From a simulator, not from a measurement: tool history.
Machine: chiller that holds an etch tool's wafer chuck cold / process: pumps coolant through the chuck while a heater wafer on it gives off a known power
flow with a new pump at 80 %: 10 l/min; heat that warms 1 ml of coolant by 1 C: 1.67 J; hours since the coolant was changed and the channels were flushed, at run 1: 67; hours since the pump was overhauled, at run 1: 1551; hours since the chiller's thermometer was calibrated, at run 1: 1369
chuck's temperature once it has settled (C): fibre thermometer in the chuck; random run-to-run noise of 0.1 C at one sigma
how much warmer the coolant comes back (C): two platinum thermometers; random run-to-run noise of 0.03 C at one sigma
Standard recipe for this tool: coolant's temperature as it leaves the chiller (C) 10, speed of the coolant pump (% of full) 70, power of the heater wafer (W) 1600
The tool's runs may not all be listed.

run	hour	coolant's temperature as it leaves the chiller (C)	speed of the coolant pump (% of full)	power of the heater wafer (W)	hours since the coolant was changed and the channels were flushed	hours since the pump was overhauled	hours since the chiller's thermometer was calibrated	chuck's temperature once it has settled (C)	how much warmer the coolant comes back (C)
1	0	10	70	1600	67	1551	1369	26.8	6.84
2	72	10	70	1600	139	1623	1441	26.8	6.83
3	138.2	10	70	1600	206	1689	1507	26.9	6.93
4	190	10	70	1600	257	1741	1559	27.1	6.85
5	226.9	10	70	1600	294	1778	1596	26.9	6.83
6	272.4	10	70	1600	340	1823	1641	27.1	6.87
7	307.9	17	70	1600	375	1859	1677	34	6.86
8	360.9	10	70	1600	428	1912	1730	27.2	6.83
9	422.4	10	70	1600	490	1973	1791	27.3	6.84
10	490.5	10	70	1600	558	2041	1859	27.3	6.86
# hour 497.6: chiller's thermometer calibrated
11	525.7	10	70	1600	592	2075	28	27.5	6.87
12	573.4	10	70	1140	640	2123	76	22.6	4.91
13	627.9	6	65	845	694	2178	130	16.1	3.94
14	678.1	10	88	1600	744	2228	181	24.4	5.33
# hour 688.9: chiller's thermometer calibrated, once more
15	733.5	13	66	991	799	2282	45	24.1	4.59
16	806.4	0	95	991	872	2355	118	7.8	3.06
17	865.3	12	79	1704	931	2414	176	28.2	6.39
18	907.2	12	79	1704	972	2456	218	28.4	6.42
19	943.1	12	79	1704	1008	2492	254	28.2	6.43
20	974.2	17	99	1704	1039	2523	285	30.4	4.96
21	1023.9	17	99	1704	1089	2573	335	30.3	4.99
22	1056.5	6	64	1600	1122	2605	368	24.6	7.7
23	1128	6	64	1600	1193	2677	439	24.8	7.63
24	1182.8	14	73	1600	1248	2732	494	30.8	6.65

What if the next run were any one of these 4? Each begins from the tool's condition after run 24:
A	1214.8	14	65	1381	1280	2764	526	?	?
B	1214.8	13	77	1600	1280	2764	526	?	?
C	1214.8	2	86	1600	1280	2764	526	?	?
D	1214.8	10	65	1600	1280	2764	526	?	?

run	chuck's temperature once it has settled (C)	how much warmer the coolant comes back (C)
A	30.1	6.53
B	28.9	6.17
C	16.4	5.52
D	28.3	7.54
What these runs would have given with no unlogged condition in the tool:
run	chuck's temperature once it has settled (C)	how much warmer the coolant comes back (C)
A	28.9	6.28
B	27.7	5.93
C	15.3	5.31
D	26.9	7.26

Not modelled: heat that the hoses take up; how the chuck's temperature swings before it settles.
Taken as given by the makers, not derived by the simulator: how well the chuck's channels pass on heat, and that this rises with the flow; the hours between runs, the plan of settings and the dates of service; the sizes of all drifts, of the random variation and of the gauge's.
